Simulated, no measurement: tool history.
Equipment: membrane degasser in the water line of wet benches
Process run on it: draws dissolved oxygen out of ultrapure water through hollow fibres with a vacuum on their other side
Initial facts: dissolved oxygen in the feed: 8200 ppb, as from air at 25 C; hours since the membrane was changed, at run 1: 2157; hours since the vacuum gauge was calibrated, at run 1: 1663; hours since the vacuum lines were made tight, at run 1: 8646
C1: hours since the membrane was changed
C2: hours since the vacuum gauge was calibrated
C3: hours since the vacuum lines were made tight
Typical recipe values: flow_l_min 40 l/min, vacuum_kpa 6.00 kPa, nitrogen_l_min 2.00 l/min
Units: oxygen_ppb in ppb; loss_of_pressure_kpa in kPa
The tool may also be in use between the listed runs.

{"run": 1, "hour": 0.0, "flow_l_min": 40, "vacuum_kpa": 6.0, "nitrogen_l_min": 2.0, "C1": 2157, "C2": 1663, "C3": 8646, "oxygen_ppb": 138.9, "loss_of_pressure_kpa": 59.17}
{"run": 2, "hour": 77.0, "flow_l_min": 40, "vacuum_kpa": 6.0, "nitrogen_l_min": 2.0, "C1": 2234, "C2": 1740, "C3": 8723, "oxygen_ppb": 139.8, "loss_of_pressure_kpa": 59.63}
{"run": 3, "hour": 148.6, "flow_l_min": 40, "vacuum_kpa": 3.96, "nitrogen_l_min": 2.0, "C1": 2305, "C2": 1812, "C3": 8795, "oxygen_ppb": 49.0, "loss_of_pressure_kpa": 59.29}
{"run": 4, "hour": 237.9, "flow_l_min": 40, "vacuum_kpa": 3.96, "nitrogen_l_min": 2.0, "C1": 2394, "C2": 1901, "C3": 8884, "oxygen_ppb": 50.7, "loss_of_pressure_kpa": 59.41}
{"run": 5, "hour": 302.5, "flow_l_min": 40, "vacuum_kpa": 3.96, "nitrogen_l_min": 2.0, "C1": 2459, "C2": 1966, "C3": 8949, "oxygen_ppb": 51.1, "loss_of_pressure_kpa": 59.01}
{"run": 6, "hour": 394.5, "flow_l_min": 40, "vacuum_kpa": 3.96, "nitrogen_l_min": 2.0, "C1": 2551, "C2": 2058, "C3": 9041, "oxygen_ppb": 51.1, "loss_of_pressure_kpa": 59.55}
{"run": 7, "hour": 483.2, "flow_l_min": 40, "vacuum_kpa": 6.0, "nitrogen_l_min": 3.0, "C1": 2640, "C2": 2146, "C3": 9129, "oxygen_ppb": 102.5, "loss_of_pressure_kpa": 59.74}
{"run": 8, "hour": 549.4, "flow_l_min": 40, "vacuum_kpa": 6.0, "nitrogen_l_min": 2.0, "C1": 2706, "C2": 2213, "C3": 9195, "oxygen_ppb": 141.8, "loss_of_pressure_kpa": 59.81}
{"run": 9, "hour": 605.9, "flow_l_min": 40, "vacuum_kpa": 6.0, "nitrogen_l_min": 2.0, "C1": 2762, "C2": 2269, "C3": 9252, "oxygen_ppb": 140.8, "loss_of_pressure_kpa": 59.74}
{"run": 10, "hour": 684.1, "flow_l_min": 40, "vacuum_kpa": 6.0, "nitrogen_l_min": 3.71, "C1": 2841, "C2": 2347, "C3": 9330, "oxygen_ppb": 86.4, "loss_of_pressure_kpa": 59.37}
{"run": 11, "hour": 759.0, "flow_l_min": 40, "vacuum_kpa": 6.0, "nitrogen_l_min": 3.71, "C1": 2916, "C2": 2422, "C3": 9405, "oxygen_ppb": 88.0, "loss_of_pressure_kpa": 60.0}
{"run": 12, "hour": 826.8, "flow_l_min": 40, "vacuum_kpa": 6.0, "nitrogen_l_min": 2.0, "C1": 2983, "C2": 2490, "C3": 9473, "oxygen_ppb": 141.0, "loss_of_pressure_kpa": 59.98}
{"run": 13, "hour": 872.0, "flow_l_min": 40, "vacuum_kpa": 6.0, "nitrogen_l_min": 2.0, "C1": 3029, "C2": 2535, "C3": 9518, "oxygen_ppb": 140.0, "loss_of_pressure_kpa": 59.26}
{"run": 14, "hour": 937.7, "flow_l_min": 40, "vacuum_kpa": 6.0, "nitrogen_l_min": 2.0, "C1": 3094, "C2": 2601, "C3": 9584, "oxygen_ppb": 141.6, "loss_of_pressure_kpa": 59.19}
{"run": 15, "hour": 1008.9, "flow_l_min": 40, "vacuum_kpa": 6.0, "nitrogen_l_min": 2.0, "C1": 3165, "C2": 2672, "C3": 9655, "oxygen_ppb": 141.0, "loss_of_pressure_kpa": 59.9}
{"run": 16, "hour": 1063.9, "flow_l_min": 40, "vacuum_kpa": 6.0, "nitrogen_l_min": 2.0, "C1": 3220, "C2": 2727, "C3": 9710, "oxygen_ppb": 140.3, "loss_of_pressure_kpa": 59.3}
{"run": 17, "hour": 1145.8, "flow_l_min": 34, "vacuum_kpa": 6.0, "nitrogen_l_min": 3.09, "C1": 3302, "C2": 2809, "C3": 9792, "oxygen_ppb": 80.1, "loss_of_pressure_kpa": 50.83}
{"run": 18, "hour": 1232.3, "flow_l_min": 31, "vacuum_kpa": 9.91, "nitrogen_l_min": 2.7, "C1": 3389, "C2": 2896, "C3": 9878, "oxygen_ppb": 182.8, "loss_of_pressure_kpa": 46.11}
{"run": 19, "hour": 1313.0, "flow_l_min": 29, "vacuum_kpa": 11.47, "nitrogen_l_min": 2.7, "C1": 3470, "C2": 2976, "C3": 9959, "oxygen_ppb": 209.9, "loss_of_pressure_kpa": 43.12}
{"run": 20, "hour": 1372.5, "flow_l_min": 40, "vacuum_kpa": 4.32, "nitrogen_l_min": 2.06, "C1": 3529, "C2": 3036, "C3": 10019, "oxygen_ppb": 67.7, "loss_of_pressure_kpa": 59.47}
{"run": 21, "hour": 1429.7, "flow_l_min": 56, "vacuum_kpa": 4.57, "nitrogen_l_min": 2.97, "C1": 3586, "C2": 3093, "C3": 10076, "oxygen_ppb": 139.2, "loss_of_pressure_kpa": 83.16}
{"run": 22, "hour": 1512.5, "flow_l_min": 25, "vacuum_kpa": 3.97, "nitrogen_l_min": 4.2, "C1": 3669, "C2": 3176, "C3": 10159, "oxygen_ppb": 13.5, "loss_of_pressure_kpa": 36.97}
{"run": 23, "hour": 1552.4, "flow_l_min": 40, "vacuum_kpa": 5.0, "nitrogen_l_min": 1.59, "C1": 3709, "C2": 3216, "C3": 10199, "oxygen_ppb": 116.9, "loss_of_pressure_kpa": 59.81}

Run 24, settings as shown, results not yet in. Your forecast:
{"run": 24, "hour": 1634.8, "flow_l_min": 40, "vacuum_kpa": 12.22, "nitrogen_l_min": 1.15, "C1": 3791, "C2": 3298, "C3": 10281, "oxygen_ppb": "?", "loss_of_pressure_kpa": "?"}

{"run 24": {"oxygen_ppb": 630.6, "loss_of_pressure_kpa": 59.4}}
With the hidden condition absent and the run-to-run variation left alone, this run would have shown oxygen_ppb 623.3 ppb, loss_of_pressure_kpa 58.84 kPa.
